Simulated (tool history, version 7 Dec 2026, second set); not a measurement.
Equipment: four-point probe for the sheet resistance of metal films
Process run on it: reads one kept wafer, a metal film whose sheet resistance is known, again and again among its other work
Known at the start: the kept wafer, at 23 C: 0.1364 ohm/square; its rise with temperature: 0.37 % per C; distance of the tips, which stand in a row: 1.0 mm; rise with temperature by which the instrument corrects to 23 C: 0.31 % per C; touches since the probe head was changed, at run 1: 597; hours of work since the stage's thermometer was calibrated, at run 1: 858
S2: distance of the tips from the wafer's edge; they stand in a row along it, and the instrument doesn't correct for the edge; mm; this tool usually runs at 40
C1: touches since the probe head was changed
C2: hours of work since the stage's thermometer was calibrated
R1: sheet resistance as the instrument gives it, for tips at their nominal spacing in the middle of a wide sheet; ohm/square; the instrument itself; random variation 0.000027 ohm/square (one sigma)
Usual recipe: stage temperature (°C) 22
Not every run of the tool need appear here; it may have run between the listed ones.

Run 1, day 0: usual settings; C1 597; C2 858. Result: R1 0.136858 ohm/square.
Run 2, day 0.679: usual settings; C1 1027; C2 869. Result: R1 0.136802 ohm/square.
Run 3, day 1.2: usual settings; C1 1355; C2 877. Result: R1 0.136758 ohm/square.
Run 4, day 2.192: usual settings; C1 1984; C2 893. Result: R1 0.136748 ohm/square.
Run 5, day 2.962: usual settings; C1 2470; C2 905. Result: R1 0.136807 ohm/square.
Run 6, day 3.654: usual settings; C1 2909; C2 916. Result: R1 0.136762 ohm/square.
Run 7, day 4.183: usual settings; C1 3241; C2 924. Result: R1 0.136762 ohm/square.
Run 8, day 5.012: usual settings; C1 3766; C2 938. Result: R1 0.136769 ohm/square.
Run 9, day 5.975: usual settings but stage temperature (°C) 29; C1 4374; C2 953. Result: R1 0.137304 ohm/square.
Run 10, day 6.683: usual settings but stage temperature (°C) 29; C1 4823; C2 964. Result: R1 0.137321 ohm/square.
Run 11, day 7.212: usual settings but stage temperature (°C) 29; C1 5159; C2 973. Result: R1 0.137379 ohm/square.
Run 12, day 7.667: usual settings but stage temperature (°C) 26; C1 5445; C2 980. Result: R1 0.137054 ohm/square.
Run 13, day 8.233: usual settings; C1 5803; C2 989. Result: R1 0.136681 ohm/square.
Run 14, day 9.204: usual settings; C1 6417; C2 1004. Result: R1 0.136685 ohm/square.
Run 15, day 9.925: usual settings but S2 20 mm; C1 6873; C2 1016. Result: R1 0.136816 ohm/square.
Run 16, day 10.712: usual settings but S2 20 mm; C1 7370; C2 1029. Result: R1 0.136809 ohm/square.
Run 17, day 11.496: usual settings but S2 20 mm; C1 7865; C2 1041. Result: R1 0.136803 ohm/square.
Run 18, day 12.421: usual settings but S2 20 mm; C1 8452; C2 1056. Result: R1 0.136773 ohm/square.
Run 19, day 13.138: usual settings but stage temperature (°C) 25, S2 20 mm; C1 8905; C2 1067. Result: R1 0.137088 ohm/square.
Run 20, day 13.579: usual settings; C1 9184; C2 1074. Result: R1 0.136642 ohm/square.
Run 21, day 14.483: usual settings; C1 9756; C2 1089. Result: R1 0.136621 ohm/square.
Run 22, day 15.392: usual settings but S2 11 mm; C1 10330; C2 1103. Result: R1 0.137184 ohm/square.
Run 23, day 16.338: usual settings but stage temperature (°C) 31, S2 62 mm; C1 10929; C2 1118. Result: R1 0.137395 ohm/square.
Run 24, day 17.208: usual settings but stage temperature (°C) 31, S2 62 mm; C1 11479; C2 1132. Result: R1 0.137388 ohm/square.
Run 25, day 18.033: usual settings but stage temperature (°C) 31, S2 62 mm; C1 12001; C2 1145. Result: R1 0.137374 ohm/square.
Run 26, day 18.567: usual settings but stage temperature (°C) 31, S2 8 mm; C1 12339; C2 1154. Result: R1 0.138478 ohm/square.
Run 27, day 19.571: usual settings but stage temperature (°C) 34, S2 35 mm; C1 12972; C2 1170. Result: R1 0.137637 ohm/square.
Run 28, day 20.404: usual settings but stage temperature (°C) 20, S2 18 mm; C1 13500; C2 1183. Result: R1 0.136523 ohm/square.
Run 29, day 21.292: usual settings but stage temperature (°C) 25, S2 28 mm; C1 14061; C2 1197. Result: R1 0.13684 ohm/square.
Run 30, day 21.725: usual settings but stage temperature (°C) 25, S2 37 mm; C1 14334; C2 1204. Result: R1 0.136783 ohm/square.
Run 31, day 22.558: usual settings but stage temperature (°C) 18, S2 49 mm; C1 14862; C2 1217. Result: R1 0.136068 ohm/square.
Run 32, day 23.45: usual settings but stage temperature (°C) 18, S2 49 mm; C1 15426; C2 1232. Result: R1 0.136096 ohm/square.
Run 33, day 23.875: usual settings but stage temperature (°C) 18, S2 49 mm; C1 15694; C2 1238. Result: R1 0.136157 ohm/square.
Run 34, day 24.408: usual settings but stage temperature (°C) 27, S2 4 mm; C1 16032; C2 1247. Result: R1 0.141348 ohm/square.
Run 35, day 25.296: usual settings but S2 3 mm; C1 16592; C2 1261. Result: R1 0.144094 ohm/square.
Run 36, day 25.825: usual settings but stage temperature (°C) 26, S2 5 mm; C1 16928; C2 1269. Result: R1 0.139651 ohm/square.
Run 37, day 26.288: usual settings but stage temperature (°C) 26, S2 5 mm; C1 17220; C2 1277. Result: R1 0.139644 ohm/square.
Run 38, day 27.267: usual settings but stage temperature (°C) 28, S2 55 mm; C1 17840; C2 1292. Result: R1 0.13698 ohm/square.
Run 39, day 28.067: usual settings but stage temperature (°C) 32, S2 15 mm; C1 18345; C2 1305. Result: R1 0.137658 ohm/square.
Run 40, day 28.567: usual settings but stage temperature (°C) 35, S2 4 mm; C1 18662; C2 1313. Result: R1 0.142011 ohm/square.
Run 41, day 29.417: usual settings but stage temperature (°C) 30, S2 4 mm; C1 19198; C2 1327. Result: R1 0.141547 ohm/square.
Run 42, day 30.112: usual settings but stage temperature (°C) 31, S2 48 mm; C1 19639; C2 1338. Result: R1 0.137249 ohm/square.
Run 43, day 31.017: usual settings but stage temperature (°C) 31, S2 18 mm; C1 20211; C2 1352. Result: R1 0.137426 ohm/square.
Run 44, day 31.971: usual settings but stage temperature (°C) 32, S2 22 mm; C1 20813; C2 1367. Result: R1 0.137392 ohm/square.

What if the next run were any one of these 4? Each begins from the tool's condition after run 44:
Run A, day 32.554: usual settings but stage temperature (°C) 32, S2 4 mm; C1 21184; C2 1377. Result: R1 ?.
Run B, day 32.554: usual settings but stage temperature (°C) 19, S2 16 mm; C1 21184; C2 1377. Result: R1 ?.
Run C, day 32.554: usual settings but stage temperature (°C) 18, S2 22 mm; C1 21184; C2 1377. Result: R1 ?.
Run D, day 32.554: usual settings but stage temperature (°C) 24, S2 12 mm; C1 21184; C2 1377. Result: R1 ?.

run        R1
  A  0.141718
  B  0.136371
  C  0.136138
  D  0.137099
Stripped of hidden state, with their random variation kept, the same runs would have yielded:
run        R1
  A  0.141675
  B  0.136337
  C  0.136105
  D  0.137061

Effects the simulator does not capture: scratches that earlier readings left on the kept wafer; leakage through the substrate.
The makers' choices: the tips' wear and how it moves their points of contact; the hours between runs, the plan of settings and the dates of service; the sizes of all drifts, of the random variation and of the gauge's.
